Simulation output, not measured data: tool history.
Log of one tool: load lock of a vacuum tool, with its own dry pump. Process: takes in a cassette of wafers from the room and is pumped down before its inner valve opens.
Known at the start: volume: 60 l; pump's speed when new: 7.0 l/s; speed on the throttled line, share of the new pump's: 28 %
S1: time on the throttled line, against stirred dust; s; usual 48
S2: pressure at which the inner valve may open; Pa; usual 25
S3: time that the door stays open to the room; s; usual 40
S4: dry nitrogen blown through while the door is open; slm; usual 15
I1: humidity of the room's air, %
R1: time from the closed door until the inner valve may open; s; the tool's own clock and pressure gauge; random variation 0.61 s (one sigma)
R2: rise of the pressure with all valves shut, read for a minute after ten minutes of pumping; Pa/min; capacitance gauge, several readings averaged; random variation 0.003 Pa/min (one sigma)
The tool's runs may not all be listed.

| run | day | S1 | S2 | S3 | S4 | I1 | R1 | R2 |
|---|---|---|---|---|---|---|---|---|
| 1 | 0.000 | 48 | 25 | 40 | 15 | 46.7 | 104.3 | 0.032 |
| 2 | 5.621 | 48 | 25 | 40 | 15 | 46.6 | 104.8 | 0.032 |
| 3 | 14.496 | 48 | 25 | 40 | 15 | 45.9 | 104.6 | 0.035 |
| 4 | 25.288 | 48 | 25 | 40 | 15 | 48.5 | 104.9 | 0.047 |
| 5 | 35.900 | 48 | 25 | 40 | 15 | 45.7 | 106.1 | 0.067 |
| 6 | 46.829 | 48 | 25 | 40 | 15 | 47.1 | 106.0 | 0.069 |
| 7 | 52.596 | 48 | 25 | 66 | 15 | 45.1 | 104.6 | 0.089 |
| 8 | 57.471 | 65 | 25 | 40 | 15 | 47.2 | 118.0 | 0.095 |
| 9 | 67.833 | 48 | 50 | 40 | 9 | 42.2 | 100.4 | 0.115 |
| 10 | 76.846 | 48 | 25 | 52 | 5 | 44.5 | 105.9 | 0.138 |
| 11 | 84.742 | 48 | 25 | 52 | 5 | 43.5 | 106.7 | 0.154 |
| 12 | 93.329 | 48 | 25 | 52 | 5 | 44.9 | 105.0 | 0.170 |
| 13 | 104.488 | 48 | 25 | 52 | 5 | 42.4 | 104.9 | 0.196 |
| 14 | 113.733 | 48 | 25 | 52 | 5 | 46.6 | 106.7 | 0.224 |

Forecast each of these 5 alternatives for the next run:
| A | 121.688 | 39 | 20 | 40 | 15 | 47.3 | ? | ? |
| B | 121.688 | 39 | 25 | 52 | 28 | 43.7 | ? | ? |
| C | 121.688 | 48 | 25 | 40 | 21 | 44.2 | ? | ? |
| D | 121.688 | 48 | 25 | 86 | 15 | 45.1 | ? | ? |
| E | 121.688 | 48 | 26 | 40 | 15 | 46.8 | ? | ? |

| run | R1 | R2 |
|---|---|---|
| A | 101.5 | 0.221 |
| B | 100.6 | 0.214 |
| C | 106.2 | 0.230 |
| D | 105.0 | 0.237 |
| E | 105.1 | 0.231 |
Without the tool's hidden state the same runs would have given:
| run | R1 | R2 |
|---|---|---|
| A | 101.1 | 0.023 |
| B | 100.1 | 0.016 |
| C | 105.8 | 0.028 |
| D | 104.6 | 0.036 |
| E | 104.7 | 0.027 |
